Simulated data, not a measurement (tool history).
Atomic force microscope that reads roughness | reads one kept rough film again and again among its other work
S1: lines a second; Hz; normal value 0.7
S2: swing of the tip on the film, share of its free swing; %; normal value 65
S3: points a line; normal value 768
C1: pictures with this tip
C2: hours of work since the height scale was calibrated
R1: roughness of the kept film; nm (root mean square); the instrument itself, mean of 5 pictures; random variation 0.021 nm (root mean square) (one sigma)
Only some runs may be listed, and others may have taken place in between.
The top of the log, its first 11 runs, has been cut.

{"run": 12, "hour": 62.5, "S1": 0.7, "S2": 66, "S3": 768, "C1": 30, "C2": 317, "R1": 5.314}
{"run": 13, "hour": 71.3, "S1": 0.7, "S2": 66, "S3": 768, "C1": 46, "C2": 323, "R1": 5.272}
{"run": 14, "hour": 79.2, "S1": 0.7, "S2": 55, "S3": 768, "C1": 60, "C2": 330, "R1": 5.261}
{"run": 15, "hour": 86.5, "S1": 0.7, "S2": 55, "S3": 768, "C1": 74, "C2": 335, "R1": 5.242}
{"run": 16, "hour": 91.8, "S1": 3.973, "S2": 85, "S3": 451, "C1": 83, "C2": 339, "R1": 3.833}
{"run": 17, "hour": 100.0, "S1": 0.742, "S2": 85, "S3": 467, "C1": 98, "C2": 346, "R1": 4.89}
{"run": 18, "hour": 108.3, "S1": 1.253, "S2": 65, "S3": 658, "C1": 113, "C2": 352, "R1": 5.045}
{"run": 19, "hour": 114.1, "S1": 1.253, "S2": 73, "S3": 257, "C1": 123, "C2": 357, "R1": 4.819}
{"run": 20, "hour": 119.9, "S1": 2.038, "S2": 60, "S3": 768, "C1": 134, "C2": 361, "R1": 4.932}
{"run": 21, "hour": 127.6, "S1": 0.887, "S2": 78, "S3": 496, "C1": 148, "C2": 367, "R1": 4.801}
{"run": 22, "hour": 132.5, "S1": 1.013, "S2": 56, "S3": 768, "C1": 157, "C2": 371, "R1": 4.974}
{"hour": 141.4, "done": "new tip fitted"}
{"run": 23, "hour": 141.9, "S1": 1.013, "S2": 56, "S3": 768, "C1": 1, "C2": 378, "R1": 5.395}
{"run": 24, "hour": 147.0, "S1": 0.979, "S2": 70, "S3": 795, "C1": 10, "C2": 382, "R1": 5.25}
{"run": 25, "hour": 153.3, "S1": 0.596, "S2": 69, "S3": 857, "C1": 21, "C2": 387, "R1": 5.353}
{"run": 26, "hour": 157.7, "S1": 0.596, "S2": 69, "S3": 857, "C1": 29, "C2": 390, "R1": 5.325}
{"run": 27, "hour": 166.7, "S1": 0.596, "S2": 69, "S3": 857, "C1": 45, "C2": 397, "R1": 5.249}
{"run": 28, "hour": 175.8, "S1": 0.596, "S2": 69, "S3": 857, "C1": 62, "C2": 404, "R1": 5.23}
{"run": 29, "hour": 182.0, "S1": 0.596, "S2": 63, "S3": 857, "C1": 73, "C2": 409, "R1": 5.218}
{"run": 30, "hour": 190.1, "S1": 1.777, "S2": 65, "S3": 370, "C1": 88, "C2": 415, "R1": 4.97}

Branching from run 30: 4 alternative next runs. What would each branch give?
{"run": "A", "hour": 195.7, "S1": 3.668, "S2": 61, "S3": 612, "C1": 98, "C2": 420, "R1": "?"}
{"run": "B", "hour": 195.7, "S1": 0.511, "S2": 68, "S3": 338, "C1": 98, "C2": 420, "R1": "?"}
{"run": "C", "hour": 195.7, "S1": 3.465, "S2": 65, "S3": 768, "C1": 98, "C2": 420, "R1": "?"}
{"run": "D", "hour": 195.7, "S1": 0.7, "S2": 65, "S3": 282, "C1": 98, "C2": 420, "R1": "?"}

run=A R1=4.8
run=B R1=5.115
run=C R1=4.72
run=D R1=5.139
What these runs would have given with no unlogged condition in the tool:
run=A R1=5.02
run=B R1=5.349
run=C R1=4.936
run=D R1=5.374
